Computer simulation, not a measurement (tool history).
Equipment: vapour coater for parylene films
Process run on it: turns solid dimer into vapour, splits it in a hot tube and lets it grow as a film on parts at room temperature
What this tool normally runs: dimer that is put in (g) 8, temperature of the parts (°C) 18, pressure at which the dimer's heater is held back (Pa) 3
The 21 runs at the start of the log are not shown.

| run | hour | dimer that is put in (g) | temperature of the parts (°C) | pressure at which the dimer's heater is held back (Pa) | thickness of the film (µm) |
|---|---|---|---|---|---|
| 22 | 953.2 | 8 | 18 | 3 | 4.01 |
| 23 | 1004.9 | 8 | 18 | 3 | 4.04 |
| 24 | 1057.4 | 8 | 18 | 3 | 3.97 |
|  | 1104.3 | trap's valve overhauled |
| 25 | 1108.2 | 6 | 13 | 3.19 | 4.23 |
| 26 | 1143.4 | 8 | 27 | 3 | 2.88 |
| 27 | 1186.9 | 8 | 13 | 7.4 | 5.21 |
| 28 | 1220.8 | 13 | 12 | 2.14 | 9.49 |
| 29 | 1251 | 7 | 12 | 2.77 | 5.08 |
| 30 | 1290.1 | 8 | 13 | 3.95 | 5.37 |
| 31 | 1323.2 | 8 | 13 | 3.95 | 5.44 |
| 32 | 1380 | 8 | 18 | 8.78 | 3.88 |
| 33 | 1419.1 | 4 | 11 | 2.51 | 2.86 |
| 34 | 1450.5 | 8 | 19 | 9.39 | 3.64 |
| 35 | 1489.6 | 5 | 18 | 3 | 2.65 |
| 36 | 1525.5 | 11 | 12 | 8.21 | 7.11 |
| 37 | 1552.5 | 8 | 18 | 10.6 | 3.7 |
| 38 | 1584.5 | 8 | 26 | 2.87 | 2.85 |
| 39 | 1633.8 | 8 | 26 | 2.87 | 2.82 |

Here are 3 independent what-if runs from the current tool condition. What would each one return?
| A | 1660.7 | 6 | 19 | 5.91 | ? |
| B | 1660.7 | 9 | 26 | 2.87 | ? |
| C | 1660.7 | 8 | 19 | 3.55 | ? |

| run | thickness of the film (µm) |
|---|---|
| A | 2.76 |
| B | 3.17 |
| C | 3.94 |
With no hidden state in the tool, these same runs would have given:
| run | thickness of the film (µm) |
|---|---|
| A | 2.97 |
| B | 3.4 |
| C | 4.23 |
